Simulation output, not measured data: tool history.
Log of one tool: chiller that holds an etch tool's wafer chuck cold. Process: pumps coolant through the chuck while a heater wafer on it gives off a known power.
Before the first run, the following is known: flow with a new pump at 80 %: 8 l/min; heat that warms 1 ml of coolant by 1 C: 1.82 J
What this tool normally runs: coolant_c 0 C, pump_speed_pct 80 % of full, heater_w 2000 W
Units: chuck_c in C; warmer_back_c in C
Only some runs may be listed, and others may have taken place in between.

| run | hour | coolant_c | pump_speed_pct | heater_w | chuck_c | warmer_back_c |
|---|---|---|---|---|---|---|
| 1 | 0 | 0 | 80 | 2000 | 19.4 | 8.23 |
| 2 | 65.1 | 0 | 80 | 2000 | 19.6 | 8.26 |
| 3 | 123.8 | 0 | 80 | 2000 | 19.4 | 8.24 |
| 4 | 229.2 | 0 | 99 | 2000 | 16.2 | 6.59 |
| 5 | 304 | 0 | 99 | 2000 | 16.2 | 6.69 |
| 6 | 406.8 | 0 | 99 | 2000 | 16.1 | 6.61 |
| 7 | 521.6 | 0 | 80 | 2000 | 19.3 | 8.24 |
| 8 | 575.8 | 0 | 80 | 2000 | 19.4 | 8.23 |
| 9 | 628.4 | 0 | 80 | 2000 | 19.5 | 8.2 |
| 10 | 695.2 | 0 | 80 | 2000 | 19.4 | 8.23 |
| 11 | 762.7 | 0 | 80 | 2000 | 19.5 | 8.25 |
| 12 | 835.4 | 0 | 80 | 2000 | 19.4 | 8.25 |
| 13 | 926.1 | 0 | 80 | 2000 | 19.5 | 8.2 |
| 14 | 997.1 | 0 | 80 | 1022 | 10.1 | 4.18 |
| 15 | 1088.2 | 6 | 80 | 2000 | 25.3 | 8.19 |
| 16 | 1191 | 6 | 80 | 2000 | 25.3 | 8.2 |
| 17 | 1241.4 | -1 | 71 | 1034 | 10 | 4.82 |
| 18 | 1351.5 | -8 | 80 | 1261 | 4.2 | 5.17 |
| 19 | 1446.6 | 0 | 86 | 2000 | 18.3 | 7.63 |
| 20 | 1522.3 | 4 | 89 | 2370 | 25 | 8.74 |
| 21 | 1630.7 | 4 | 89 | 2370 | 25 | 8.75 |
| 22 | 1707.8 | -3 | 80 | 1367 | 10.1 | 5.6 |
| 23 | 1797.4 | -10 | 62 | 2506 | 20.4 | 13.4 |
| 24 | 1894.6 | 0 | 75 | 2000 | 20.5 | 8.72 |
|  | 1938.9 | coolant changed, channels flushed |
| 25 | 1977.8 | -10 | 60 | 2278 | 18.6 | 12.63 |
|  | 2041.7 | chiller's thermometer calibrated |
| 26 | 2044.2 | -10 | 60 | 2278 | 18.5 | 12.64 |
| 27 | 2110.8 | -9 | 80 | 1170 | 2.3 | 4.82 |
| 28 | 2209.9 | -9 | 85 | 1170 | 1.7 | 4.49 |
| 29 | 2293 | -9 | 85 | 1170 | 1.8 | 4.54 |
| 30 | 2353.5 | 5 | 80 | 1343 | 18.2 | 5.48 |

Each row is a separate what-if for the run after 30, all from the same tool condition, not one after another. Results?
| A | 2440.8 | 5 | 62 | 1247 | ? | ? |
| B | 2440.8 | 8 | 80 | 2723 | ? | ? |
| C | 2440.8 | 1 | 80 | 2000 | ? | ? |
| D | 2440.8 | 0 | 60 | 2000 | ? | ? |

| run | chuck_c | warmer_back_c |
|---|---|---|
| A | 20 | 6.7 |
| B | 34.3 | 11.16 |
| C | 20.3 | 8.27 |
| D | 25.1 | 11.08 |
With no hidden state in the tool, these same runs would have given:
| run | chuck_c | warmer_back_c |
|---|---|---|
| A | 20 | 6.69 |
| B | 34.2 | 11.15 |
| C | 20.3 | 8.26 |
| D | 25 | 11.07 |

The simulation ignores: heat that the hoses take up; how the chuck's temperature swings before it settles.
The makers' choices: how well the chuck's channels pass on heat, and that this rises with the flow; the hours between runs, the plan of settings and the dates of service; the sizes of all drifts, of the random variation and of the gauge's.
